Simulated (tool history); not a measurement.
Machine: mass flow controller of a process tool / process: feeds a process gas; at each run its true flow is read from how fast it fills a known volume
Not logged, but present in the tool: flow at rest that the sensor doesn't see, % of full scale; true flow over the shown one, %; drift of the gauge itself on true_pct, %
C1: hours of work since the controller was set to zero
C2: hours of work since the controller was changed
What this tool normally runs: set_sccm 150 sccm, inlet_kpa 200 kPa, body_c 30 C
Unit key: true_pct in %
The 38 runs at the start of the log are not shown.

run 39 hour=3772.1 | set_sccm=478 inlet_kpa=217 body_c=28 | C1=4387 C2=4387 | true_pct=101.67
run 40 hour=3871.3 | set_sccm=478 inlet_kpa=217 body_c=28 | C1=4441 C2=4441 | true_pct=101.62
run 41 hour=3962.3 | set_sccm=478 inlet_kpa=217 body_c=28 | C1=4491 C2=4491 | true_pct=101.64
run 42 hour=4096.7 | set_sccm=83 inlet_kpa=147 body_c=21 | C1=4564 C2=4564 | true_pct=102.26
run 43 hour=4187.6 | set_sccm=117 inlet_kpa=147 body_c=21 | C1=4613 C2=4613 | true_pct=101.82
run 44 hour=4312.6 | set_sccm=117 inlet_kpa=147 body_c=21 | C1=4681 C2=4681 | true_pct=102.00
run 45 hour=4446.6 | set_sccm=117 inlet_kpa=147 body_c=21 | C1=4754 C2=4754 | true_pct=102.03
run 46 hour=4558.8 | set_sccm=231 inlet_kpa=173 body_c=38 | C1=4815 C2=4815 | true_pct=99.81
run 47 hour=4629.4 | set_sccm=231 inlet_kpa=173 body_c=38 | C1=4853 C2=4853 | true_pct=99.94
run 48 hour=4753.7 | set_sccm=282 inlet_kpa=177 body_c=32 | C1=4921 C2=4921 | true_pct=100.68
run 49 hour=4853.9 | set_sccm=68 inlet_kpa=268 body_c=30 | C1=4975 C2=4975 | true_pct=101.93

Each row is a separate what-if for the run after 49, all from the same tool condition, not one after another. Results?
run A hour=4931.5 | set_sccm=68 inlet_kpa=237 body_c=30 | C1=5018 C2=5018 | true_pct=?
run B hour=4931.5 | set_sccm=214 inlet_kpa=170 body_c=30 | C1=5018 C2=5018 | true_pct=?
run C hour=4931.5 | set_sccm=73 inlet_kpa=200 body_c=29 | C1=5018 C2=5018 | true_pct=?

run=A true_pct=102.15
run=B true_pct=100.68
run=C true_pct=102.03
Take away the tool's hidden state, keep each run's random variation, and the runs would have read:
run=A true_pct=96.74
run=B true_pct=97.64
run=C true_pct=96.86
